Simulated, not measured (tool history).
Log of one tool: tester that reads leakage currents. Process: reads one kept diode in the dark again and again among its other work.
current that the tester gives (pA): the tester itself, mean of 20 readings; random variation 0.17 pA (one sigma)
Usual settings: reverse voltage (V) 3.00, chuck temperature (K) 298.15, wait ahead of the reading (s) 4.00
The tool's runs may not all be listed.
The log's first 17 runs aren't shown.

run	hour	reverse voltage (V)	chuck temperature (K)	wait ahead of the reading (s)	current that the tester gives (pA)
18	3508.2	3.00	309.15	2.23	128.06
# hour 3642.0: chuck's temperature calibrated
19	3778.7	3.00	309.15	2.23	127.85
20	3898.3	5.20	316.15	1.47	253.49
21	4078.5	5.21	302.15	1.47	90.99
22	4231.7	3.00	309.15	0.34	129.30
23	4351.3	10.19	309.15	0.37	196.13
# hour 4373.6: chuck's temperature calibrated
24	4469.6	3.00	298.15	0.32	56.93
25	4596.8	16.59	298.15	0.60	101.78
26	4745.9	1.28	303.15	8.42	61.52
27	4997.6	3.00	325.15	4.00	391.15
# hour 5122.8: chuck's temperature calibrated
28	5202.5	6.42	301.15	8.81	89.54
# hour 5230.9: probe card cleaned and baked
29	5322.2	3.98	301.15	8.81	76.32
# hour 5574.3: tester calibrated
30	5588.2	3.98	301.15	8.81	76.30
31	5800.4	1.20	301.15	8.81	51.83
# hour 5867.8: chuck's temperature calibrated
32	5942.2	1.36	293.15	0.38	29.17
33	6196.8	3.00	301.15	0.38	71.32
34	6315.8	3.00	301.15	0.38	71.12
35	6568.9	1.29	298.15	0.54	42.57
# hour 6600.6: chuck's temperature calibrated
36	6799.0	2.53	298.15	0.54	52.62
37	6945.0	1.98	319.15	4.00	229.73
38	7206.5	1.98	319.15	3.05	228.22

Forecast each of these 3 alternatives for the next run:
# hour 7332.3: chuck's temperature calibrated
A	7460.4	2.52	311.15	4.52	?
# hour 7332.3: chuck's temperature calibrated
B	7460.4	6.14	296.15	1.30	?
# hour 7332.3: chuck's temperature calibrated
C	7460.4	4.22	321.15	0.50	?

run	current that the tester gives (pA)
A	139.98
B	60.08
C	335.40
Without the tool's hidden state the same runs would have given:
run	current that the tester gives (pA)
A	139.97
B	60.05
C	335.38

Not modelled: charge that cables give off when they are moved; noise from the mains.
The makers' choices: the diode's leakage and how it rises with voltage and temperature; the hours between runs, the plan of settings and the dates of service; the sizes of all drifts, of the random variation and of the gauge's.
